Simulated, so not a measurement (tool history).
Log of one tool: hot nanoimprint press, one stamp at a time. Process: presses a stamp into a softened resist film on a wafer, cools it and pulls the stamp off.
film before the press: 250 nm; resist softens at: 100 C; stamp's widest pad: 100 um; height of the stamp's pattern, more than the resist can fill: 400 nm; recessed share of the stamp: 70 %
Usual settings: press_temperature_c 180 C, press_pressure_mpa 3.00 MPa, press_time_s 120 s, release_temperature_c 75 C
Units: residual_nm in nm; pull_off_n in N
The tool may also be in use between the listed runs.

run,day,press_temperature_c,press_pressure_mpa,press_time_s,release_temperature_c,residual_nm,pull_off_n
1,0.000,180,3.00,120,75,149.3,236
2,0.350,180,3.00,120,76,149.7,229
3,0.838,180,3.00,120,75,149.5,230
4,1.408,180,3.00,120,75,151.1,226
5,1.962,180,3.00,120,75,150.9,233
6,2.458,180,3.00,120,61,150.6,281
7,3.158,180,2.34,120,61,163.5,278
8,3.658,172,2.62,120,72,186.6,241
9,4.025,179,3.00,120,70,154.5,247
10,4.525,179,3.00,120,70,155.9,247
# day 5.121: plate thermocouple calibrated
11,5.408,173,2.24,98,69,200.6,253
12,6.033,188,3.02,95,67,135.4,257
13,6.625,180,3.00,117,72,153.8,244
# day 7.050: stamp cleaned and given a new release coat
14,7.308,182,3.00,85,62,162.3,263

3 ways to go on from here, each from the tool as it stands after run 14. What would each give?
A,7.900,182,3.00,63,62,?,?
B,7.900,177,3.00,238,75,?,?
C,7.900,176,3.00,120,67,?,?

run,residual_nm,pull_off_n
A,175.0,259
B,132.5,220
C,168.2,254
Without the tool's hidden state the same runs would have given:
run,residual_nm,pull_off_n
A,170.4,259
B,129.0,220
C,163.8,253

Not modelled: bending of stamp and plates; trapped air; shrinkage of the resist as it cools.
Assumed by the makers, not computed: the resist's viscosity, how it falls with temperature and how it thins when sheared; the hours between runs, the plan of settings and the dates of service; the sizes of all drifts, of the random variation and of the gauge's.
